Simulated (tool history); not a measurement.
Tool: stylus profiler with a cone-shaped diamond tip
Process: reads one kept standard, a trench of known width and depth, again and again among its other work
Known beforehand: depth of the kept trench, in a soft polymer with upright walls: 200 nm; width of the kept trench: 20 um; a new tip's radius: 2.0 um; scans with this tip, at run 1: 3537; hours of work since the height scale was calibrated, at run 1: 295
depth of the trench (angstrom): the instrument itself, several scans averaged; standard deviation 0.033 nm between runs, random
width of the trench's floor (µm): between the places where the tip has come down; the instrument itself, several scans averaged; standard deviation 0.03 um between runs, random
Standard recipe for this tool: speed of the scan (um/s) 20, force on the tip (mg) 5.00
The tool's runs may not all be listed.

run   hour  speed of the scan (um/s)  force on the tip (mg)  scans with this tip  hours of work since the height scale was calibrated  depth of the trench (angstrom)  width of the trench's floor (µm)
  1    0.0                        20                   5.00                 3537                                                  295                          2050.3                             17.95
  2    6.9                        20                   5.00                 3592                                                  300                          2050.7                             18.01
  3   22.9                        31                   5.00                 3718                                                  310                          2050.3                             17.93
  4   36.5                        31                   5.00                 3825                                                  319                          2050.7                             17.94
  5   47.6                         5                   5.00                 3913                                                  326                          2050.4                             17.96
  6   58.6                         5                   5.00                 4000                                                  334                          2050.6                             17.97
  7   68.0                        63                   5.00                 4075                                                  340                          2051.1                             17.83
  8   75.8                        63                   5.00                 4136                                                  345                          2050.8                             17.84
  9   85.6                        20                   5.00                 4214                                                  352                          2051.1                             17.89
 10  101.0                        20                   5.00                 4336                                                  362                          2050.4                             17.91
 11  115.8                        20                   5.00                 4453                                                  372                          2051.0                             17.93
 12  129.3                        20                   5.00                 4559                                                  380                          2051.3                             17.91
 13  139.9                        20                   2.96                 4643                                                  387                          2036.8                             17.89
 14  155.3                        20                   2.96                 4765                                                  398                          2035.8                             17.87
 15  163.9                        20                   2.86                 4833                                                  403                          2035.4                             17.89
 16  179.0                        20                   5.00                 4952                                                  413                          2051.1                             17.93
 17  190.9                        12                   5.00                 5047                                                  421                          2050.3                             17.90
 18  200.1                        35                   5.00                 5120                                                  427                          2051.4                             17.91
 19  212.6                        20                   2.16                 5218                                                  435                          2030.6                             17.87
 20  220.9                        20                   2.16                 5284                                                  441                          2029.9                             17.87
 21  229.8                        20                   5.00                 5354                                                  447                          2051.0                             17.88
 22  242.2                        20                   5.00                 5453                                                  455                          2051.1                             17.87
 23  250.6                        20                   5.00                 5518                                                  460                          2050.7                             17.88
 24  264.1                        64                   8.25                 5625                                                  469                          2071.3                             17.80
 25  273.2                        55                   6.00                 5697                                                  475                          2057.8                             17.79
 26  289.5                         6                   3.55                 5826                                                  486                          2041.5                             17.83
 27  296.3                         6                   3.55                 5880                                                  491                          2041.2                             17.89
 28  307.3                         7                   3.50                 5967                                                  498                          2040.8                             17.86
 29  320.3                         7                   1.84                 6070                                                  506                          2027.9                             17.83
 30  336.0                        58                   1.84                 6194                                                  517                          2028.2                             17.61
     337.2  -- height scale calibrated on a step standard
 31  348.1                        11                   5.02                 6286                                                    7                          2053.1                             17.87
 32  356.5                        43                   3.30                 6352                                                   13                          2040.9                             17.74
 33  373.0                        41                   7.46                 6483                                                   24                          2067.5                             17.76
 34  385.9                        65                   4.13                 6584                                                   32                          2046.2                             17.62
 35  393.3                        65                   4.13                 6643                                                   37                          2047.4                             17.64
     394.9  -- height scale calibrated on a step standard, once more
 36  402.6                        11                   2.45                 6713                                                    5                          2029.7                             17.82
 37  413.5                        11                   5.91                 6799                                                   12                          2054.4                             17.87
 38  426.9                        44                   5.91                 6905                                                   21                          2054.3                             17.69
 39  440.0                        28                   2.24                 7009                                                   30                          2028.6                             17.73
 40  455.3                        13                   8.17                 7129                                                   40                          2067.9                             17.82
 41  470.0                        13                   8.17                 7245                                                   50                          2068.2                             17.76
 42  484.8                        71                   9.90                 7362                                                   59                          2077.2                             17.65
 43  493.5                        35                   5.00                 7432                                                   65                          2048.0                             17.70
 44  500.3                        12                  14.04                 7485                                                   70                          2098.0                             17.80
 45  515.1                        64                  13.33                 7602                                                   79                          2093.9                             17.68

Hidden state at the last listed run before each entry between runs and at the first one after, where it differs:
After run 30, before run 31: height scale calibrated on a step standard (hour 337.2)
  radius of the tip, um: 2.89 -> 2.9; height scale over the true one, %: 0.128 -> 0.169
  measured less the result without the state, depth of the trench (angstrom): +2.6 -> +3.5; width of the trench's floor (µm): -0.36 -> -0.37
After run 35, before run 36: height scale calibrated on a step standard, once more (hour 394.9)
  radius of the tip, um: 2.95 -> 2.97; height scale over the true one, %: 0.178 -> -0.037
  measured less the result without the state, depth of the trench (angstrom): +3.6 -> -0.8; width of the trench's floor (µm): -0.40 -> -0.40

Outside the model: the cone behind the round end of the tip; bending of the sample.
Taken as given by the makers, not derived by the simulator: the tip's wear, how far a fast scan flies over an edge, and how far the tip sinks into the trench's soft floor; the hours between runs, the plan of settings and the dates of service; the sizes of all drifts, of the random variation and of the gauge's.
